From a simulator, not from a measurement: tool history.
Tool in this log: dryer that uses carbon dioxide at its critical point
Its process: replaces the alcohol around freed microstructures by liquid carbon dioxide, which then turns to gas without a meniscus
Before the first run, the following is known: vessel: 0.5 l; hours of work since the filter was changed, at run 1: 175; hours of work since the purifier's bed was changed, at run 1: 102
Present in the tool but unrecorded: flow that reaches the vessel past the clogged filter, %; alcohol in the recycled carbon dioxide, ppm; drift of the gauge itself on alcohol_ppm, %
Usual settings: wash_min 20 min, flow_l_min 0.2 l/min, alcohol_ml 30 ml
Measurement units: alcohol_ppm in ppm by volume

run,hour,wash_min,flow_l_min,alcohol_ml,hours of work since the filter was changed,hours of work since the purifier's bed was changed,alcohol_ppm
1,0,20,0.2,30,175,102,119
2,13.8,20,0.2,30,180,107,113
3,33.1,20,0.2,31,187,115,120
4,51.5,20,0.2,31,194,122,116
5,71.7,20,0.2,31,202,129,132
6,95.9,20,0.2,22,211,138,92
7,110.1,20,0.2,22,217,144,104
8,131.6,20,0.123,30,225,152,1461
9,147.3,20,0.2,30,231,158,136
10,165,20,0.2,30,238,165,128
11,181.3,15,0.295,30,244,171,74
12,200.6,15,0.295,30,251,178,77
13,210.4,20,0.2,22,255,182,111
14,223.6,21,0.218,119,260,187,215
15,235.5,29,0.263,119,265,192,31
16,256.3,17,0.25,49,273,200,152
17,274.4,20,0.336,30,279,207,29
18,284.6,31,0.336,28,283,210,25
19,302,17,0.22,55,290,217,367
20,320.9,24,0.19,74,297,224,166

For some of the steps in alcohol_ppm from one run to the next: how much would appear even if the tool had no hidden state, given the settings, what came in and random variation, and how much remains for the hidden state plus any gauge scatter that the measured result and the result without hidden state don't share?
Run 7 -> 8: flow_l_min 0.2 -> 0.123, alcohol_ml 22 -> 30. alcohol_ppm +1357 ppm by volume: hidden state +360, all else +997.
Run 8 -> 9: flow_l_min 0.123 -> 0.2. alcohol_ppm -1325 ppm by volume: hidden state -343, all else -982.
